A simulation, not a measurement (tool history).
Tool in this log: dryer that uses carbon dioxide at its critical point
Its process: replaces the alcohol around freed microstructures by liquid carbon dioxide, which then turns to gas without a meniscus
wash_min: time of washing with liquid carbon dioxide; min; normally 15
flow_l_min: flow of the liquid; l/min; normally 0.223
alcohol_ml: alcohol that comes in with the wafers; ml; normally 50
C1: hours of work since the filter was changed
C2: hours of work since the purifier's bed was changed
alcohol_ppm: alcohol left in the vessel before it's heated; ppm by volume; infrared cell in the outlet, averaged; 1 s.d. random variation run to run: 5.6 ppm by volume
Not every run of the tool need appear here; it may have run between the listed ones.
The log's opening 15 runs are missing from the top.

{"run": 16, "hour": 450.0, "wash_min": 15, "flow_l_min": 0.365, "alcohol_ml": 50, "C1": 123, "C2": 600, "alcohol_ppm": 43}
{"run": 17, "hour": 484.8, "wash_min": 15, "flow_l_min": 0.365, "alcohol_ml": 50, "C1": 148, "C2": 624, "alcohol_ppm": 44}
{"run": 18, "hour": 514.1, "wash_min": 15, "flow_l_min": 0.223, "alcohol_ml": 57, "C1": 169, "C2": 645, "alcohol_ppm": 358}
{"hour": 527.0, "done": "inlet filter changed"}
{"run": 19, "hour": 548.7, "wash_min": 14, "flow_l_min": 0.223, "alcohol_ml": 50, "C1": 15, "C2": 669, "alcohol_ppm": 306}
{"run": 20, "hour": 574.4, "wash_min": 13, "flow_l_min": 0.23, "alcohol_ml": 24, "C1": 34, "C2": 687, "alcohol_ppm": 206}
{"run": 21, "hour": 599.7, "wash_min": 13, "flow_l_min": 0.23, "alcohol_ml": 24, "C1": 52, "C2": 705, "alcohol_ppm": 210}
{"run": 22, "hour": 629.2, "wash_min": 13, "flow_l_min": 0.192, "alcohol_ml": 22, "C1": 73, "C2": 726, "alcohol_ppm": 456}
{"run": 23, "hour": 666.2, "wash_min": 19, "flow_l_min": 0.212, "alcohol_ml": 51, "C1": 99, "C2": 753, "alcohol_ppm": 106}
{"run": 24, "hour": 693.6, "wash_min": 11, "flow_l_min": 0.223, "alcohol_ml": 50, "C1": 118, "C2": 772, "alcohol_ppm": 1234}
{"run": 25, "hour": 730.5, "wash_min": 14, "flow_l_min": 0.31, "alcohol_ml": 43, "C1": 144, "C2": 798, "alcohol_ppm": 75}
{"run": 26, "hour": 767.2, "wash_min": 14, "flow_l_min": 0.31, "alcohol_ml": 43, "C1": 171, "C2": 824, "alcohol_ppm": 89}
{"hour": 777.5, "done": "inlet filter changed"}
{"run": 27, "hour": 799.4, "wash_min": 14, "flow_l_min": 0.199, "alcohol_ml": 34, "C1": 16, "C2": 846, "alcohol_ppm": 380}
{"run": 28, "hour": 819.0, "wash_min": 21, "flow_l_min": 0.247, "alcohol_ml": 53, "C1": 29, "C2": 860, "alcohol_ppm": 52}
{"run": 29, "hour": 838.3, "wash_min": 14, "flow_l_min": 0.172, "alcohol_ml": 31, "C1": 43, "C2": 874, "alcohol_ppm": 681}
{"run": 30, "hour": 855.7, "wash_min": 20, "flow_l_min": 0.25, "alcohol_ml": 95, "C1": 56, "C2": 886, "alcohol_ppm": 49}
{"run": 31, "hour": 881.9, "wash_min": 20, "flow_l_min": 0.25, "alcohol_ml": 95, "C1": 74, "C2": 905, "alcohol_ppm": 63}
{"run": 32, "hour": 901.8, "wash_min": 20, "flow_l_min": 0.25, "alcohol_ml": 95, "C1": 88, "C2": 919, "alcohol_ppm": 78}
{"run": 33, "hour": 943.1, "wash_min": 20, "flow_l_min": 0.188, "alcohol_ml": 50, "C1": 118, "C2": 948, "alcohol_ppm": 161}
{"run": 34, "hour": 974.9, "wash_min": 11, "flow_l_min": 0.18, "alcohol_ml": 50, "C1": 140, "C2": 971, "alcohol_ppm": 2882}
{"run": 35, "hour": 994.7, "wash_min": 21, "flow_l_min": 0.211, "alcohol_ml": 23, "C1": 154, "C2": 985, "alcohol_ppm": 67}
{"run": 36, "hour": 1020.7, "wash_min": 22, "flow_l_min": 0.292, "alcohol_ml": 50, "C1": 173, "C2": 1003, "alcohol_ppm": 52}

Below are 3 alternative next runs, each starting from the tool's condition after run 36. Predict each:
{"hour": 1027.1, "done": "inlet filter changed"}
{"run": "A", "hour": 1059.6, "wash_min": 22, "flow_l_min": 0.229, "alcohol_ml": 50, "C1": 23, "C2": 1030, "alcohol_ppm": "?"}
{"hour": 1027.1, "done": "inlet filter changed"}
{"run": "B", "hour": 1059.6, "wash_min": 12, "flow_l_min": 0.223, "alcohol_ml": 71, "C1": 23, "C2": 1030, "alcohol_ppm": "?"}
{"hour": 1027.1, "done": "inlet filter changed"}
{"run": "C", "hour": 1059.6, "wash_min": 10, "flow_l_min": 0.191, "alcohol_ml": 55, "C1": 23, "C2": 1030, "alcohol_ppm": "?"}

run=A alcohol_ppm=60
run=B alcohol_ppm=975
run=C alcohol_ppm=3002
Without the tool's hidden state the same runs would have given:
run=A alcohol_ppm=10
run=B alcohol_ppm=825
run=C alcohol_ppm=2720
